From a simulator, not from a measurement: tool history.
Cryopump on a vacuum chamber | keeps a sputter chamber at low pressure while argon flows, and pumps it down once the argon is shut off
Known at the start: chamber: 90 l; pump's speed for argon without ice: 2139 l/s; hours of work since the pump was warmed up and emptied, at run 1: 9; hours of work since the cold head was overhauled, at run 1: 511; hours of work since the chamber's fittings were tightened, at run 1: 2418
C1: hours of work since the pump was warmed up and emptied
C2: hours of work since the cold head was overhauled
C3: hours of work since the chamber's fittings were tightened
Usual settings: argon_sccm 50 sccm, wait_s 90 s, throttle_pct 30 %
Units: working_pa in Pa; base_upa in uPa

Run 1, day 0: usual settings; C1 9; C2 511; C3 2418. Result: working_pa 0.1321 Pa, base_upa 1.18 uPa.
Run 2, day 3.317: usual settings; C1 58; C2 559; C3 2467. Result: working_pa 0.1332 Pa, base_upa 1.16 uPa.
Run 3, day 5.158: usual settings; C1 85; C2 586; C3 2494. Result: working_pa 0.1348 Pa, base_upa 1.24 uPa.
Run 4, day 8.35: usual settings but argon_sccm 85 sccm; C1 132; C2 633; C3 2541. Result: working_pa 0.2342 Pa, base_upa 1.28 uPa.
Run 5, day 11.883: usual settings but argon_sccm 85 sccm, throttle_pct 20 %; C1 184; C2 685; C3 2593. Result: working_pa 0.3437 Pa, base_upa 1.28 uPa.
At day 12.338: leaking fittings of the chamber tightened, without venting.
Run 6, day 14.933: usual settings but argon_sccm 85 sccm, throttle_pct 20 %; C1 227; C2 729; C3 38. Result: working_pa 0.3476 Pa, base_upa 0.6 uPa.
Run 7, day 17.412: usual settings; C1 264; C2 765; C3 75. Result: working_pa 0.1405 Pa, base_upa 0.66 uPa.
Run 8, day 19.596: usual settings; C1 296; C2 798; C3 107. Result: working_pa 0.1423 Pa, base_upa 0.66 uPa.
Run 9, day 22.754: usual settings but argon_sccm 40 sccm; C1 342; C2 844; C3 153. Result: working_pa 0.1169 Pa, base_upa 0.69 uPa.
Run 10, day 25.175: usual settings but argon_sccm 40 sccm, wait_s 116 s; C1 378; C2 880; C3 189. Result: working_pa 0.1175 Pa, base_upa 0.58 uPa.
Run 11, day 27.017: usual settings; C1 405; C2 907; C3 216. Result: working_pa 0.1493 Pa, base_upa 0.7 uPa.
Run 12, day 29.762: usual settings; C1 445; C2 947; C3 256. Result: working_pa 0.1518 Pa, base_upa 0.71 uPa.
At day 30.696: pump warmed up, emptied and cooled again.
Run 13, day 32.575: usual settings; C1 28; C2 985; C3 295. Result: working_pa 0.1324 Pa, base_upa 0.6 uPa.
Run 14, day 34.142: usual settings; C1 51; C2 1009; C3 318. Result: working_pa 0.134 Pa, base_upa 0.62 uPa.
Run 15, day 35.825: usual settings; C1 75; C2 1033; C3 342. Result: working_pa 0.1341 Pa, base_upa 0.63 uPa.
Run 16, day 37.583: usual settings; C1 101; C2 1059; C3 368. Result: working_pa 0.1349 Pa, base_upa 0.67 uPa.
Run 17, day 39.762: usual settings; C1 133; C2 1091; C3 400. Result: working_pa 0.1373 Pa, base_upa 0.69 uPa.
Run 18, day 43.158: usual settings but argon_sccm 29 sccm; C1 183; C2 1141; C3 450. Result: working_pa 0.0804 Pa, base_upa 0.73 uPa.
Run 19, day 46.838: usual settings but argon_sccm 34 sccm, wait_s 178 s; C1 237; C2 1195; C3 504. Result: working_pa 0.0953 Pa, base_upa 0.55 uPa.
Run 20, day 49.408: usual settings but argon_sccm 34 sccm, wait_s 178 s; C1 275; C2 1233; C3 542. Result: working_pa 0.0952 Pa, base_upa 0.58 uPa.
Run 21, day 51.346: usual settings but argon_sccm 34 sccm, wait_s 178 s; C1 304; C2 1262; C3 571. Result: working_pa 0.0971 Pa, base_upa 0.6 uPa.
Run 22, day 53.375: usual settings but argon_sccm 34 sccm, wait_s 178 s; C1 334; C2 1291; C3 601. Result: working_pa 0.0992 Pa, base_upa 0.6 uPa.

Forecast run 23:
Run 23, day 55.008: usual settings but argon_sccm 53 sccm, wait_s 178 s, throttle_pct 26 %; C1 358; C2 1315; C3 625. Result: working_pa ?, base_upa ?.

Run 23 gave working_pa 0.1765 Pa, base_upa 0.64 uPa.
Without the tool's hidden state the same run would have given working_pa 0.1609 Pa, base_upa 0.37 uPa.
